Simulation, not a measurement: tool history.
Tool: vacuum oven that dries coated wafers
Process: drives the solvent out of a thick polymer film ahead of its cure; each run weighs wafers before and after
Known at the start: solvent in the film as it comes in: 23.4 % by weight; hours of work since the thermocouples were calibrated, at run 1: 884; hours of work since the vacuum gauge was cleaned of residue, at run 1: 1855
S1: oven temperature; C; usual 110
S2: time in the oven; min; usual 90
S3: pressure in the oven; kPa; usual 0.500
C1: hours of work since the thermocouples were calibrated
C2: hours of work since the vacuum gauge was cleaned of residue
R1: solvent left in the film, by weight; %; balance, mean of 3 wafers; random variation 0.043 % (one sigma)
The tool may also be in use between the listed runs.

{"run": 1, "day": 0.0, "S1": 110, "S2": 90, "S3": 0.5, "C1": 884, "C2": 1855, "R1": 5.74}
{"run": 2, "day": 2.633, "S1": 110, "S2": 90, "S3": 0.5, "C1": 926, "C2": 1898, "R1": 5.77}
{"run": 3, "day": 4.838, "S1": 110, "S2": 60, "S3": 0.5, "C1": 962, "C2": 1933, "R1": 8.44}
{"run": 4, "day": 6.471, "S1": 110, "S2": 60, "S3": 0.5, "C1": 988, "C2": 1959, "R1": 8.42}
{"run": 5, "day": 9.129, "S1": 110, "S2": 90, "S3": 0.5, "C1": 1031, "C2": 2002, "R1": 5.74}
{"run": 6, "day": 10.971, "S1": 110, "S2": 90, "S3": 0.5, "C1": 1061, "C2": 2032, "R1": 5.68}
{"run": 7, "day": 14.396, "S1": 110, "S2": 90, "S3": 0.5, "C1": 1116, "C2": 2087, "R1": 5.6}
{"run": 8, "day": 16.912, "S1": 110, "S2": 100, "S3": 0.5, "C1": 1157, "C2": 2128, "R1": 4.94}
{"run": 9, "day": 18.929, "S1": 110, "S2": 100, "S3": 0.5, "C1": 1189, "C2": 2160, "R1": 4.95}
{"run": 10, "day": 20.683, "S1": 110, "S2": 90, "S3": 0.5, "C1": 1217, "C2": 2189, "R1": 5.68}
{"run": 11, "day": 24.029, "S1": 110, "S2": 90, "S3": 0.5, "C1": 1271, "C2": 2243, "R1": 5.51}
{"run": 12, "day": 27.242, "S1": 110, "S2": 90, "S3": 0.5, "C1": 1323, "C2": 2294, "R1": 5.58}
{"run": 13, "day": 29.133, "S1": 123, "S2": 86, "S3": 1.716, "C1": 1354, "C2": 2325, "R1": 3.18}
{"day": 30.958, "done": "oven's thermocouples calibrated"}
{"run": 14, "day": 31.662, "S1": 123, "S2": 86, "S3": 1.716, "C1": 11, "C2": 2364, "R1": 2.88}
{"run": 15, "day": 34.379, "S1": 110, "S2": 90, "S3": 1.006, "C1": 55, "C2": 2408, "R1": 5.44}
{"run": 16, "day": 37.588, "S1": 110, "S2": 123, "S3": 0.498, "C1": 107, "C2": 2460, "R1": 3.35}
{"run": 17, "day": 40.929, "S1": 110, "S2": 123, "S3": 0.498, "C1": 161, "C2": 2514, "R1": 3.38}
{"day": 43.917, "done": "oven's thermocouples calibrated, once more"}
{"run": 18, "day": 43.917, "S1": 110, "S2": 77, "S3": 0.717, "C1": 0, "C2": 2561, "R1": 7.44}
{"run": 19, "day": 46.354, "S1": 117, "S2": 125, "S3": 1.146, "C1": 39, "C2": 2600, "R1": 3.03}
{"run": 20, "day": 48.396, "S1": 113, "S2": 139, "S3": 0.376, "C1": 72, "C2": 2633, "R1": 2.92}

Run 21 comes next. What will it give?
{"run": 21, "day": 50.571, "S1": 113, "S2": 139, "S3": 0.376, "C1": 107, "C2": 2668, "R1": "?"}

Run 21 gave R1 2.87 %.
Without the tool's hidden state the same run would have given R1 2.44 %.
